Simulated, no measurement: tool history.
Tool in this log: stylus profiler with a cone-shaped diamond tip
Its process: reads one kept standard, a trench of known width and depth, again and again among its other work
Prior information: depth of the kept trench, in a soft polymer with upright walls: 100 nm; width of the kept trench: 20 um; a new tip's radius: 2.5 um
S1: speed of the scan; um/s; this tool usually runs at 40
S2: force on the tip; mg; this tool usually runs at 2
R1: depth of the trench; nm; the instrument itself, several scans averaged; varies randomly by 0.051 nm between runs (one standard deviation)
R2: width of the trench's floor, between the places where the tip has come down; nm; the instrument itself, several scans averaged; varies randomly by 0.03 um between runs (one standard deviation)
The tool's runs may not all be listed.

run   hour   S1    S2      R1     R2
  1      0   40     2  101.28  18270
  2   21.4   40     2  101.26  18230
  3   45.7   40  4.33     102  18270
  4   71.6   40  4.33   101.9  18330
  5   85.9   40     2  101.28  18230
  6  109.2   40     2  101.38  18240
  7    137   40     2  101.28  18290
  8  155.7   20     2  101.31  18350
  9  167.7   20     2  101.35  18350
 10  185.4   20     2  101.36  18340
 11  197.8   20     2  101.31  18370
 12    211   40     2   101.3  18260
 13  240.6   16     2  101.35  18330
 14  257.5   16     2  101.29  18360
 15  277.1   40     2  101.35  18230
 16  300.8   40     2  101.34  18210
 17  315.7   40     2  101.39  18230
 18  343.2   40     2  101.41  18210
 19  370.1   74     2  101.39  18030
     372.3  -- height scale calibrated on a step standard
 20  391.3   51     2  101.47  18200
 21  418.3  144     2  101.57  17680
 22    434  144     2  101.45  17740
     455.8  -- height scale calibrated on a step standard, once more
 23    461  144     2  101.07  17730
 24  487.5  154   1.1  100.73  17390
 25    516  154   1.1  100.72  17400
 26  529.7  154   1.1  100.77  17440
 27  546.1  154   1.1  100.73  17420
 28  570.7   50  2.25  101.11  18180
 29  587.3   68  5.35  102.03  18170
 30  605.3   14  1.92  101.01  18260
 31    618   24   0.9  100.58  18230
 32  646.7   24   0.9  100.67  18240
 33  673.1   16   5.3  102.04  18350
 34  689.9  133  3.54  101.63  17950
 35  709.8   27  4.33  101.73  18310
 36  730.8   82  2.01  101.12  17980
 37  747.9   82  4.31  101.78  18080
 38  770.4   82  4.31  101.88  18100
 39  798.1   82  4.31  101.82  18060
 40  824.5  100   2.3  101.27  17890
 41    849  100   2.3  101.21  17900
 42  868.2  100   2.3   101.3  17930
 43  883.4   30  3.31  101.61  18250
 44  897.3   30  3.31  101.57  18260

Predict each of these 4 candidate next runs independently; none follows another, all start after run 44:
  A  910.4  44  3.31   ?   ?
  B  910.4  90  3.31   ?   ?
  C  910.4  42  0.79   ?   ?
  D  910.4  40  5.13   ?   ?

run      R1     R2
  A   101.6  18200
  B  101.58  18030
  C  100.75  18050
  D  102.04  18250
Without the tool's hidden state the same runs would have given:
run      R1     R2
  A   101.5  18450
  B  101.48  18280
  C  100.65  18300
  D  101.95  18500

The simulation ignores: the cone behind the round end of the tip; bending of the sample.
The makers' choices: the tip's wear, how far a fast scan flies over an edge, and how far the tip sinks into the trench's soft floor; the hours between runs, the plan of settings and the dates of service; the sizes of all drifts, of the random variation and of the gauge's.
